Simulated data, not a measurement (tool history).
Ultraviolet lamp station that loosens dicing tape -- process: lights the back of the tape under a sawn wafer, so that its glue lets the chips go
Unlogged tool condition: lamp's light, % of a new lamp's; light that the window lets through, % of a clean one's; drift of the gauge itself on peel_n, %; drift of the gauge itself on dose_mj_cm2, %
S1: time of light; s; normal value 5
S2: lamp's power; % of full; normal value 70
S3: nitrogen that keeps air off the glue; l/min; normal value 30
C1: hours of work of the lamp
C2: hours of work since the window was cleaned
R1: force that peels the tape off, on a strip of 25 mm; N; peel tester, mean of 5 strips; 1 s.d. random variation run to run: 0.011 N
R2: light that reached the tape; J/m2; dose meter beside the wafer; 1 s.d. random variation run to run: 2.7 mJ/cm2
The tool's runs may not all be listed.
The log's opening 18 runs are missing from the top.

run   hour  S1  S2  S3   C1   C2     R1    R2
 19  134.6   3  70  13  249  172  1.565  2040
 20  139.9   3  82  13  253  176  1.329  2330
 21  148.5   3  98  13  259  182  1.114  2790
 22  153.0   3  81  21  263  186  1.182  2290
 23  160.0   3  81  21  268  191  1.187  2300
 24  169.2   3  81  21  275  198  1.175  2280
 25  178.4   6  67  24  282  205  0.531  3750
 26  184.7   9  94  12  286  210  0.156  7970
 27  194.2   9  94  12  294  217  0.143  7910
     195.5  -- window cleaned of glue's vapour
 28  199.5   9  94  12  297    3  0.152  7900
 29  208.4   5  86  30  304   10  0.452  3990
 30  212.9   5  90  30  307   13  0.391  4120
 31  223.1   5  79  14  315   21  0.693  3670
 32  233.0   5  79  14  323   28  0.727  3640
 33  238.4   4  70  13  327   32  1.220  2530
     241.2  -- window cleaned of glue's vapour, once more
 34  245.8   4  80  45  332    3  0.599  3130
 35  250.6   4  66  45  335    7  0.803  2540
 36  259.1   4  76  21  342   13  0.835  2960
 37  265.4   4  76  21  347   18  0.829  2950
 38  273.2   4  76  21  352   24  0.870  2950
 39  283.2   4  76  21  360   32  0.879  2930
 40  293.6   7  96  30  368   39  0.146  6450
 41  302.2   7  96  30  374   46  0.139  6390
 42  311.0   7  96  30  381   53  0.137  6420

5 ways to go on from here, each from the tool as it stands after run 42. What would each give?
  A  316.4   8  96  30  385  57   ?   ?
  B  316.4   5  70  15  385  57   ?   ?
  C  316.4   9  99  19  385  57   ?   ?
  D  316.4   5  96  30  385  57   ?   ?
  E  316.4   2  90  21  385  57   ?   ?

run     R1    R2
  A  0.108  7320
  B  0.777  3330
  C  0.108  8430
  D  0.329  4550
  E  1.646  1690
Stripped of hidden state, with their random variation kept, the same runs would have yielded:
run     R1    R2
  A  0.092  7970
  B  0.677  3630
  C  0.094  9180
  D  0.272  4950
  E  1.519  1840
